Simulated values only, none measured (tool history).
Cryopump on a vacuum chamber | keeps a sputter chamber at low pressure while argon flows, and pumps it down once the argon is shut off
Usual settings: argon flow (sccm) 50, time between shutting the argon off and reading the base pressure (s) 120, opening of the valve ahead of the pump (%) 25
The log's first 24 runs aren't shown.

run     day  argon flow (sccm)  time between shutting the argon off and reading the base pressure (s)  opening of the valve ahead of the pump (%)  pressure while argon flows (Pa)  pressure after the wait (uPa)
 25  21.217                 28                                                                     41                                          59                           0.0442                           1.42
 26  22.117                 28                                                                     41                                          59                           0.0436                           1.41
 27  22.658                 28                                                                     41                                          59                           0.0434                           1.38
 28  23.275                 47                                                                     41                                          59                           0.0748                           1.40
 29  23.950                 46                                                                    120                                          25                           0.1596                           1.01
 30  24.800                 46                                                                    120                                          25                           0.1590                           1.01
 31  25.421                 46                                                                    120                                          25                           0.1600                           1.00
 32  26.225                 46                                                                    120                                          25                           0.1599                           1.06
 33  27.300                 78                                                                     33                                          22                           0.3047                           1.60
 34  28.454                 78                                                                     33                                          22                           0.3080                           1.64

The next listed run, before its measurement:
 35  29.233                 36                                                                     41                                          17                                ?                              ?

Run 35 gave pressure while argon flows (Pa) 0.1820, pressure after the wait (uPa) 1.50.
Without the tool's hidden state the same run would have given pressure while argon flows (Pa) 0.1735, pressure after the wait (uPa) 0.77.

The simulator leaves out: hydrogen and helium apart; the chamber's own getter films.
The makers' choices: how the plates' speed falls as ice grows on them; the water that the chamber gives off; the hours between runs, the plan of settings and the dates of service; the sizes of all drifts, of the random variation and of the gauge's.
